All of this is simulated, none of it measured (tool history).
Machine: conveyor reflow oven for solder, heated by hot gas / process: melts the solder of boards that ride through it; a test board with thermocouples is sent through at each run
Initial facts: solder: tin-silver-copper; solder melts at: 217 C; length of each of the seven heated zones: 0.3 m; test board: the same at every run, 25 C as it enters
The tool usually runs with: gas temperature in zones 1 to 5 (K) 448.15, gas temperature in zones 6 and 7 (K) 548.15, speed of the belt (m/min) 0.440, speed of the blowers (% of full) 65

run	hour	gas temperature in zones 1 to 5 (K)	gas temperature in zones 6 and 7 (K)	speed of the belt (m/min)	speed of the blowers (% of full)	highest temperature of the board (K)	time above the solder's melting point (s)
1	0.0	448.15	548.15	0.440	65	527.25	62.8
2	16.4	448.15	537.15	0.440	65	517.85	55.0
3	25.7	448.15	537.15	0.440	65	517.15	54.3
4	36.3	448.15	537.15	0.440	65	517.55	54.5
5	48.9	448.15	537.15	0.440	65	517.25	54.4
6	66.7	448.15	537.15	0.440	65	517.25	54.7
7	75.1	448.15	548.15	0.440	65	527.35	62.5
8	92.3	448.15	548.15	0.491	65	522.95	52.3
# hour 103.1: thermocouples of zones 6 and 7 changed
9	103.1	448.15	548.15	0.491	65	525.85	54.2
10	110.9	439.15	548.15	0.491	65	523.05	49.1
11	118.6	439.15	548.15	0.491	65	523.75	49.8
12	127.2	439.15	548.15	0.491	65	524.15	49.0
13	135.7	448.15	548.15	0.440	65	530.15	63.9
14	149.1	448.15	548.15	0.440	65	529.65	64.1
15	163.1	448.15	548.15	0.440	65	530.05	63.7

The next listed run, before its measurement:
16	176.8	448.15	548.15	0.440	85	?	?

{"run 16": {"highest temperature of the board (K)": 536.15, "time above the solder's melting point (s)": 68.4}}
Minus the tool's unlogged condition, the same run would have read highest temperature of the board (K) 537.15, time above the solder's melting point (s) 68.8.
